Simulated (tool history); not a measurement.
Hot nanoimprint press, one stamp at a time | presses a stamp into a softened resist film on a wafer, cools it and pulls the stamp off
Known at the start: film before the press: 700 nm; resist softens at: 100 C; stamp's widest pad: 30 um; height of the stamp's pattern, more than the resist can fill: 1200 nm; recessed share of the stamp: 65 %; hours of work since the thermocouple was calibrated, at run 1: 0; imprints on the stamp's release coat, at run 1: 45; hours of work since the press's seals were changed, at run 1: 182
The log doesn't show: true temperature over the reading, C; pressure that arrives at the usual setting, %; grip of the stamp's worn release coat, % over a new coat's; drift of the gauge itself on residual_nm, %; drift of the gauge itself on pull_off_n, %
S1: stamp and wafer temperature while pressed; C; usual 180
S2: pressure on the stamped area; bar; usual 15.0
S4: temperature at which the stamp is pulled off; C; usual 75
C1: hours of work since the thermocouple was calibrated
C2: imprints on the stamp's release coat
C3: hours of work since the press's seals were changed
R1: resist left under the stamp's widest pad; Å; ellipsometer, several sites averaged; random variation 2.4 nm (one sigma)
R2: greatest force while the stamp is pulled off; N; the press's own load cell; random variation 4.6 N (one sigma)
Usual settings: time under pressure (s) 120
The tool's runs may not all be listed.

{"run": 1, "day": 0.0, "S1": 180, "S2": 15.0, "time under pressure (s)": 120, "S4": 75, "C1": 0, "C2": 45, "C3": 182, "R1": 3931, "R2": 231}
{"run": 2, "day": 1.104, "S1": 180, "S2": 15.0, "time under pressure (s)": 120, "S4": 75, "C1": 18, "C2": 104, "C3": 200, "R1": 3901, "R2": 231}
{"run": 3, "day": 2.696, "S1": 180, "S2": 15.0, "time under pressure (s)": 120, "S4": 75, "C1": 43, "C2": 189, "C3": 225, "R1": 3958, "R2": 237}
{"run": 4, "day": 3.954, "S1": 180, "S2": 15.0, "time under pressure (s)": 120, "S4": 75, "C1": 63, "C2": 256, "C3": 245, "R1": 3941, "R2": 234}
{"run": 5, "day": 4.871, "S1": 180, "S2": 15.0, "time under pressure (s)": 120, "S4": 75, "C1": 78, "C2": 305, "C3": 260, "R1": 3868, "R2": 242}
{"run": 6, "day": 6.512, "S1": 180, "S2": 15.0, "time under pressure (s)": 120, "S4": 75, "C1": 104, "C2": 393, "C3": 286, "R1": 3873, "R2": 248}
{"run": 7, "day": 8.35, "S1": 180, "S2": 15.0, "time under pressure (s)": 120, "S4": 75, "C1": 133, "C2": 491, "C3": 315, "R1": 3817, "R2": 255}
{"run": 8, "day": 9.938, "S1": 180, "S2": 15.0, "time under pressure (s)": 120, "S4": 75, "C1": 159, "C2": 576, "C3": 341, "R1": 3854, "R2": 255}
{"run": 9, "day": 11.308, "S1": 180, "S2": 15.0, "time under pressure (s)": 120, "S4": 75, "C1": 181, "C2": 649, "C3": 363, "R1": 3815, "R2": 269}
{"run": 10, "day": 13.017, "S1": 180, "S2": 15.0, "time under pressure (s)": 193, "S4": 75, "C1": 208, "C2": 740, "C3": 390, "R1": 3263, "R2": 266}
{"run": 11, "day": 14.429, "S1": 180, "S2": 15.0, "time under pressure (s)": 120, "S4": 73, "C1": 231, "C2": 816, "C3": 413, "R1": 3805, "R2": 286}
{"day": 15.788, "done": "plate thermocouple calibrated"}
{"run": 12, "day": 16.362, "S1": 180, "S2": 15.0, "time under pressure (s)": 120, "S4": 73, "C1": 9, "C2": 913, "C3": 441, "R1": 3944, "R2": 298}
{"run": 13, "day": 17.896, "S1": 180, "S2": 15.0, "time under pressure (s)": 120, "S4": 73, "C1": 34, "C2": 995, "C3": 466, "R1": 3924, "R2": 304}
{"run": 14, "day": 19.529, "S1": 180, "S2": 15.0, "time under pressure (s)": 120, "S4": 73, "C1": 60, "C2": 1082, "C3": 492, "R1": 3950, "R2": 316}
{"run": 15, "day": 20.575, "S1": 180, "S2": 15.0, "time under pressure (s)": 235, "S4": 75, "C1": 77, "C2": 1138, "C3": 509, "R1": 3110, "R2": 296}
{"run": 16, "day": 21.633, "S1": 180, "S2": 15.0, "time under pressure (s)": 120, "S4": 79, "C1": 93, "C2": 1194, "C3": 526, "R1": 3898, "R2": 276}
{"run": 17, "day": 23.362, "S1": 181, "S2": 22.0, "time under pressure (s)": 106, "S4": 79, "C1": 121, "C2": 1287, "C3": 553, "R1": 3222, "R2": 287}
{"run": 18, "day": 24.558, "S1": 181, "S2": 22.0, "time under pressure (s)": 106, "S4": 79, "C1": 140, "C2": 1351, "C3": 572, "R1": 3196, "R2": 292}
{"run": 19, "day": 25.658, "S1": 181, "S2": 22.0, "time under pressure (s)": 106, "S4": 79, "C1": 158, "C2": 1409, "C3": 590, "R1": 3204, "R2": 299}
{"run": 20, "day": 27.533, "S1": 187, "S2": 15.0, "time under pressure (s)": 120, "S4": 63, "C1": 188, "C2": 1510, "C3": 620, "R1": 3002, "R2": 392}
{"run": 21, "day": 28.658, "S1": 188, "S2": 12.0, "time under pressure (s)": 120, "S4": 63, "C1": 206, "C2": 1570, "C3": 638, "R1": 3224, "R2": 404}
{"run": 22, "day": 30.05, "S1": 188, "S2": 18.7, "time under pressure (s)": 107, "S4": 75, "C1": 228, "C2": 1644, "C3": 660, "R1": 2617, "R2": 323}
{"run": 23, "day": 31.029, "S1": 188, "S2": 18.7, "time under pressure (s)": 107, "S4": 75, "C1": 244, "C2": 1697, "C3": 676, "R1": 2658, "R2": 347}
{"day": 31.642, "done": "plate thermocouple calibrated"}
{"day": 32.162, "done": "stamp cleaned and given a new release coat"}
{"run": 24, "day": 33.158, "S1": 188, "S2": 18.7, "time under pressure (s)": 107, "S4": 75, "C1": 20, "C2": 54, "C3": 704, "R1": 2744, "R2": 226}
{"run": 25, "day": 34.138, "S1": 184, "S2": 18.3, "time under pressure (s)": 208, "S4": 75, "C1": 36, "C2": 106, "C3": 720, "R1": 2539, "R2": 228}
{"run": 26, "day": 35.671, "S1": 184, "S2": 10.8, "time under pressure (s)": 113, "S4": 75, "C1": 60, "C2": 188, "C3": 744, "R1": 4032, "R2": 225}
{"run": 27, "day": 36.958, "S1": 174, "S2": 15.0, "time under pressure (s)": 120, "S4": 73, "C1": 81, "C2": 257, "C3": 765, "R1": 4833, "R2": 248}
{"run": 28, "day": 38.204, "S1": 174, "S2": 15.0, "time under pressure (s)": 120, "S4": 73, "C1": 101, "C2": 323, "C3": 785, "R1": 4785, "R2": 248}
{"run": 29, "day": 39.567, "S1": 174, "S2": 17.0, "time under pressure (s)": 75, "S4": 72, "C1": 123, "C2": 396, "C3": 806, "R1": 5081, "R2": 257}
{"run": 30, "day": 40.533, "S1": 183, "S2": 14.9, "time under pressure (s)": 75, "S4": 72, "C1": 138, "C2": 448, "C3": 822, "R1": 4031, "R2": 261}
{"run": 31, "day": 41.358, "S1": 183, "S2": 10.5, "time under pressure (s)": 187, "S4": 72, "C1": 151, "C2": 492, "C3": 835, "R1": 3592, "R2": 268}

How the hidden state differs across the entries between the runs, from the last listed run before each to the first after it:
Between runs 11 and 12: plate thermocouple calibrated (day 15.788)
  true temperature over the reading, C: 1.15 -> -0.09; pressure that arrives at the usual setting, %: 99.46 -> 99.4; grip of the stamp's worn release coat, % over a new coat's: 25 -> 28
  measured less the result without the state, R1: -151 -> +24 Å; R2: +52 -> +65 N
Between runs 23 and 24: plate thermocouple calibrated (day 31.642); stamp cleaned and given a new release coat (day 32.162)
  true temperature over the reading, C: 1 -> 0.19; pressure that arrives at the usual setting, %: 98.92 -> 98.87; grip of the stamp's worn release coat, % over a new coat's: 53.4 -> 1.6
  measured less the result without the state, R1: -82 -> +2 Å; R2: +117 -> +3 N

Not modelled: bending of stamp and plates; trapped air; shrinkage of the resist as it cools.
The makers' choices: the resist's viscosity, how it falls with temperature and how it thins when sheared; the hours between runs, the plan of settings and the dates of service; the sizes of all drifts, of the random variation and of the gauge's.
